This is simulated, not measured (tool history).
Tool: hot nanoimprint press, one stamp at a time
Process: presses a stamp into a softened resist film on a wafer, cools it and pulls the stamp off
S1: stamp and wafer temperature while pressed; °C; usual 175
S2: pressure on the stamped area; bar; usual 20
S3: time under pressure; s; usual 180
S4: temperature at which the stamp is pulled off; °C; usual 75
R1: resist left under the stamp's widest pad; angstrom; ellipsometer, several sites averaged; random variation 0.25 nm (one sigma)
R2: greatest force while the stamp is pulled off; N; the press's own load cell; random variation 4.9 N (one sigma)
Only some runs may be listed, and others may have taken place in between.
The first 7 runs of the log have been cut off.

run,hour,S1,S2,S3,S4,R1,R2
8,238.2,175,20,180,75,1382,233
9,260.2,175,20,180,75,1379,238
10,300.3,175,29.8,180,75,1151,235
# hour 317: plate thermocouple calibrated
11,339.6,175,29.8,180,75,1157,235
12,360,175,29.8,180,60,1150,331
13,390,186,20,180,75,865,251
14,421.8,186,20,180,75,865,235
15,449.6,186,20,180,75,866,242
# hour 485.1: stamp cleaned and given a new release coat
16,494.5,186,20,180,75,866,241
17,514.1,183,17.2,180,62,1057,312
18,553.2,183,17.2,180,62,1057,317
19,583.1,183,17.2,180,62,1055,302
20,606.2,174,20,277,78,1210,232
21,631.3,175,20,180,79,1382,222
22,655.4,175,20,180,79,1381,221
23,687,175,20,285,75,1138,242
24,711.2,175,21.6,285,67,1097,293
25,731,175,20,120,75,1625,257
26,763.8,175,29.4,120,61,1370,331
27,807,172,20,180,68,1579,281
# hour 816.2: stamp cleaned and given a new release coat
28,840.7,175,20,199,75,1326,239
29,874,175,20,199,75,1329,244
30,900.6,175,20,324,76,1082,235
31,921.5,175,20,324,76,1078,236

Below are 3 alternative next runs, each starting from the tool's condition after run 31. Predict each:
A,964.2,175,22.9,274,80,?,?
B,964.2,175,23.2,180,75,?,?
C,964.2,176,18.5,324,69,?,?

run,R1,R2
A,1090,207
B,1293,244
C,1068,270
Had the tool no hidden state, the same runs would have come out as:
run,R1,R2
A,1091,205
B,1294,242
C,1069,268
